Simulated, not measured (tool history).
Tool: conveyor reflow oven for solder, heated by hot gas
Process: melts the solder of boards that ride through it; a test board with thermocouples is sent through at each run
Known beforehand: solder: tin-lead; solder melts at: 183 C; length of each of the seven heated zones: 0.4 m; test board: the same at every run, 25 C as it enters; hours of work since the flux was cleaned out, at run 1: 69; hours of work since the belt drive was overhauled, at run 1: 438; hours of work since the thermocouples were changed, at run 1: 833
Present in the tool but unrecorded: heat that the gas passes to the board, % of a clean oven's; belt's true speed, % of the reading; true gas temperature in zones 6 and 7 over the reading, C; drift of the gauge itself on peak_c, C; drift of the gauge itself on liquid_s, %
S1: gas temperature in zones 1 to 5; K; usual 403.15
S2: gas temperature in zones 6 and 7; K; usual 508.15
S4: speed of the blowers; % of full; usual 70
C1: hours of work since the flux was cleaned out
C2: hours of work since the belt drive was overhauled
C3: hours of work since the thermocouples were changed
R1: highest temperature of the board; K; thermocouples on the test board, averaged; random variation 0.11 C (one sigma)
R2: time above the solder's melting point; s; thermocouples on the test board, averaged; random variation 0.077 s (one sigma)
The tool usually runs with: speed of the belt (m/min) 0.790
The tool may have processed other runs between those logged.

Run 1, hour 0.0: usual settings; C1 69; C2 438; C3 833. Result: R1 489.55 K, R2 42.50 s.
Run 2, hour 28.2: usual settings but S1 413.15 K; C1 88; C2 457; C3 852. Result: R1 491.15 K, R2 46.66 s.
Run 3, hour 51.2: usual settings but S4 59 % of full; C1 104; C2 473; C3 868. Result: R1 486.65 K, R2 40.34 s.
Run 4, hour 79.3: usual settings but S1 400.15 K; C1 123; C2 492; C3 887. Result: R1 488.85 K, R2 41.62 s.
Run 5, hour 113.2: usual settings but S1 400.15 K, S4 73 % of full; C1 146; C2 516; C3 910. Result: R1 489.55 K, R2 42.07 s.
Run 6, hour 132.4: usual settings but S2 517.15 K; C1 159; C2 529; C3 923. Result: R1 497.25 K, R2 47.23 s.
At hour 174.4: flux residue cleaned out of gas plates and filters.
Run 7, hour 178.6: usual settings but S2 517.15 K; C1 3; C2 557; C3 952. Result: R1 497.35 K, R2 47.26 s.
Run 8, hour 205.6: usual settings but S2 517.15 K; C1 21; C2 575; C3 970. Result: R1 497.55 K, R2 47.37 s.
Run 9, hour 248.2: usual settings but speed of the belt (m/min) 0.891, S4 73 % of full; C1 50; C2 604; C3 999. Result: R1 485.55 K, R2 35.15 s.
Run 10, hour 275.1: usual settings but S1 390.15 K, S2 504.15 K; C1 69; C2 623; C3 1018. Result: R1 483.65 K, R2 35.55 s.
Run 11, hour 311.4: usual settings but S1 390.15 K, S2 504.15 K; C1 94; C2 648; C3 1042. Result: R1 483.55 K, R2 35.73 s.
Run 12, hour 334.8: usual settings but S2 520.15 K; C1 110; C2 664; C3 1058. Result: R1 500.05 K, R2 48.71 s.
Run 13, hour 363.8: usual settings but S1 399.15 K, S2 505.15 K, speed of the belt (m/min) 0.784; C1 129; C2 683; C3 1078. Result: R1 486.45 K, R2 40.16 s.

Forecast each of these 5 alternatives for the next run:
Run A, hour 387.2: usual settings but S4 78 % of full; C1 145; C2 699; C3 1094. Result: R1 ?, R2 ?.
Run B, hour 387.2: usual settings but S1 389.15 K, speed of the belt (m/min) 0.697, S4 57 % of full; C1 145; C2 699; C3 1094. Result: R1 ?, R2 ?.
Run C, hour 387.2: usual settings but S1 404.15 K, S2 511.15 K, speed of the belt (m/min) 0.722; C1 145; C2 699; C3 1094. Result: R1 ?, R2 ?.
Run D, hour 387.2: usual settings but S1 399.15 K, S2 522.15 K, speed of the belt (m/min) 0.769, S4 53 % of full; C1 145; C2 699; C3 1094. Result: R1 ?, R2 ?.
Run E, hour 387.2: usual settings but speed of the belt (m/min) 0.880, S4 75 % of full; C1 145; C2 699; C3 1094. Result: R1 ?, R2 ?.

run      R1     R2
  A  491.25  44.09
  B  488.05  44.02
  C  495.25  51.17
  D  496.95  46.90
  E  486.85  36.26
Take away the tool's hidden state, keep each run's random variation, and the runs would have read:
run      R1     R2
  A  491.15  44.05
  B  487.95  43.97
  C  495.25  51.13
  D  496.85  46.85
  E  486.85  36.23
